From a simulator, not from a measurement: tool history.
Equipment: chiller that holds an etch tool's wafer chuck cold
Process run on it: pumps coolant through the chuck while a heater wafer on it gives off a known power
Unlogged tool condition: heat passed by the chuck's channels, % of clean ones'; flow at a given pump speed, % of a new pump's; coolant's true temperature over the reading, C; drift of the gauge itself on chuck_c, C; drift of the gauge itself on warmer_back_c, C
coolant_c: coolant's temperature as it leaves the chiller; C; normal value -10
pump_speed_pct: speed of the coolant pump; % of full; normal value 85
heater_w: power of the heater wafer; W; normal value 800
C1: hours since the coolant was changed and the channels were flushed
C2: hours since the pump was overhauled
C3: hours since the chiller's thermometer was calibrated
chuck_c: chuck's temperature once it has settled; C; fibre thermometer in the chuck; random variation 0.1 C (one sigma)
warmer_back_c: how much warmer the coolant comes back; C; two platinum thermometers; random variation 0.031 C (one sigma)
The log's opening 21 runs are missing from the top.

run 22 hour=461.5 | coolant_c=-19 pump_speed_pct=85 heater_w=800 | C1=1386 C2=1386 C3=2307 | chuck_c=-12.4 warmer_back_c=2.36
run 23 hour=475.4 | coolant_c=-17 pump_speed_pct=85 heater_w=800 | C1=1400 C2=1400 C3=2321 | chuck_c=-10.5 warmer_back_c=2.35
run 24 hour=490.2 | coolant_c=-17 pump_speed_pct=85 heater_w=800 | C1=1415 C2=1415 C3=2336 | chuck_c=-10.5 warmer_back_c=2.39
run 25 hour=510.8 | coolant_c=-17 pump_speed_pct=85 heater_w=800 | C1=1436 C2=1436 C3=2356 | chuck_c=-10.5 warmer_back_c=2.46
run 26 hour=529.8 | coolant_c=-17 pump_speed_pct=85 heater_w=800 | C1=1455 C2=1455 C3=2375 | chuck_c=-10.4 warmer_back_c=2.41
run 27 hour=548.6 | coolant_c=-17 pump_speed_pct=78 heater_w=800 | C1=1474 C2=1474 C3=2394 | chuck_c=-10 warmer_back_c=2.62
run 28 hour=562.3 | coolant_c=-17 pump_speed_pct=78 heater_w=800 | C1=1487 C2=1487 C3=2408 | chuck_c=-10 warmer_back_c=2.65
run 29 hour=584.2 | coolant_c=-17 pump_speed_pct=78 heater_w=581 | C1=1509 C2=1509 C3=2430 | chuck_c=-12 warmer_back_c=1.98
run 30 hour=599 | coolant_c=-9 pump_speed_pct=66 heater_w=875 | C1=1524 C2=1524 C3=2445 | chuck_c=-0.2 warmer_back_c=3.35
run 31 hour=616.7 | coolant_c=-10 pump_speed_pct=91 heater_w=464 | C1=1542 C2=1542 C3=2462 | chuck_c=-6.4 warmer_back_c=1.52

Alternative continuations, all from the tool just after run 31; predict every row:
run A hour=630.9 | coolant_c=0 pump_speed_pct=85 heater_w=800 | C1=1556 C2=1556 C3=2477 | chuck_c=? warmer_back_c=?
run B hour=630.9 | coolant_c=-17 pump_speed_pct=72 heater_w=404 | C1=1556 C2=1556 C3=2477 | chuck_c=? warmer_back_c=?
run C hour=630.9 | coolant_c=-20 pump_speed_pct=94 heater_w=804 | C1=1556 C2=1556 C3=2477 | chuck_c=? warmer_back_c=?
run D hour=630.9 | coolant_c=-10 pump_speed_pct=71 heater_w=975 | C1=1556 C2=1556 C3=2477 | chuck_c=? warmer_back_c=?

run=A chuck_c=6.5 warmer_back_c=2.46
run=B chuck_c=-13.2 warmer_back_c=1.67
run=C chuck_c=-14.1 warmer_back_c=2.31
run=D chuck_c=-0.7 warmer_back_c=3.4
Stripped of hidden state, with their random variation kept, the same runs would have yielded:
run=A chuck_c=6.5 warmer_back_c=2.02
run=B chuck_c=-13.2 warmer_back_c=1.23
run=C chuck_c=-14.1 warmer_back_c=1.87
run=D chuck_c=-0.7 warmer_back_c=2.96

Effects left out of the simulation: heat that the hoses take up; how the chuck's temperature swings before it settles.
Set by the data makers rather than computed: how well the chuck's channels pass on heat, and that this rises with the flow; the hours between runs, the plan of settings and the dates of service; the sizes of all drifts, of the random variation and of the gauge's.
